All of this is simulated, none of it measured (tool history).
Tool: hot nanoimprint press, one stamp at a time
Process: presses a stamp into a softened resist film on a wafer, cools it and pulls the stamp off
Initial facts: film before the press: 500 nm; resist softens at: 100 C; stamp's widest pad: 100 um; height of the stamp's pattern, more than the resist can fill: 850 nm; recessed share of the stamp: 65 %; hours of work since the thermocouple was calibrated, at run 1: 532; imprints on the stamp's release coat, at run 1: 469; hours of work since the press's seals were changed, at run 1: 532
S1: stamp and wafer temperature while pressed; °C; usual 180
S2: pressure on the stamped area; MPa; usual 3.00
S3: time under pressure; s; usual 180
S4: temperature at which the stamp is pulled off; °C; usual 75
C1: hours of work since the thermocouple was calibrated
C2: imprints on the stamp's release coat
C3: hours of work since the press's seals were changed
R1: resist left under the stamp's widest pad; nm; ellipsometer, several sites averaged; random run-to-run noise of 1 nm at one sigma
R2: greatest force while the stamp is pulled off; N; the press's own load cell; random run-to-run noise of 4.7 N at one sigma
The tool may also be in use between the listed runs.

run   hour   S1    S2   S3  S4   C1    C2   C3     R1   R2
  1    0.0  180  3.00  180  75  532   469  532  273.5  287
  2   31.4  180  3.00  180  75  549   553  549  275.2  296
  3   49.9  180  3.00  180  75  559   602  559  273.8  306
      62.1  -- press's hydraulic seals changed and the load cell set to zero
      94.2  -- plate thermocouple calibrated
  4   94.2  180  3.00  180  75    0   690   16  251.8  298
  5  122.7  180  3.00  180  75   16   766   32  252.2  299
  6  154.5  180  3.00  180  75   33   850   49  252.8  322
  7  171.5  190  3.00  180  75   43   895   59  183.4  318
  8  201.5  180  3.70  180  75   59   975   75  231.0  326
  9  231.9  180  3.00  180  75   76  1055   92  256.6  334
 10  249.9  180  3.00  180  68   86  1103  102  254.2  366
     279.3  -- stamp cleaned and given a new release coat
 11  284.4  180  3.00  180  68  102    14  118  257.0  254
 12  309.1  180  3.00  180  75  115    79  131  258.2  231
 13  342.8  180  3.00  180  75  134   169  150  258.8  255
 14  362.4  180  3.00  180  75  145   221  161  257.4  251
 15  383.6  180  3.00  180  69  156   277  172  260.1  263
 16  420.3  180  2.56  101  75  176   374  193  328.9  277
 17  437.1  180  2.56  101  75  186   419  202  328.6  281
 18  456.6  180  2.56  101  75  196   470  213  330.4  272
 19  478.4  180  2.56  101  75  209   528  225  329.8  284
 20  508.6  180  1.81  106  75  225   608  241  363.6  289
 21  531.5  180  1.81  106  75  238   669  254  367.2  305
 22  547.2  184  3.25  180  75  246   711  262  223.7  295
 23  569.5  185  3.25  180  64  259   770  275  215.0  349
 24  602.8  185  3.25  188  77  277   858  293  212.5  304
 25  620.1  180  3.00  129  75  287   904  303  294.7  325
 26  651.4  180  3.00  180  65  304   987  320  263.4  359
 27  668.1  180  3.00  180  65  313  1032  329  265.4  376
 28  704.3  180  1.82  180  65  333  1128  349  323.0  380
     723.2  -- stamp cleaned and given a new release coat
 29  731.1  180  1.82  180  65  345    21  361  322.1  272

Consider 3 possible next runs. They are alternatives, not a sequence: every one starts from the tool as it was left by run 29. What does each give?
  A  768.1  184  3.00  115  78  365  119  381   ?   ?
  B  768.1  180  3.05  181  75  365  119  381   ?   ?
  C  768.1  182  1.82  180  65  365  119  381   ?   ?

run     R1   R2
  A  272.1  248
  B  264.9  245
  C  309.0  271
With no hidden state in the tool, these same runs would have given:
run     R1   R2
  A  257.1  232
  B  249.2  230
  C  293.6  254

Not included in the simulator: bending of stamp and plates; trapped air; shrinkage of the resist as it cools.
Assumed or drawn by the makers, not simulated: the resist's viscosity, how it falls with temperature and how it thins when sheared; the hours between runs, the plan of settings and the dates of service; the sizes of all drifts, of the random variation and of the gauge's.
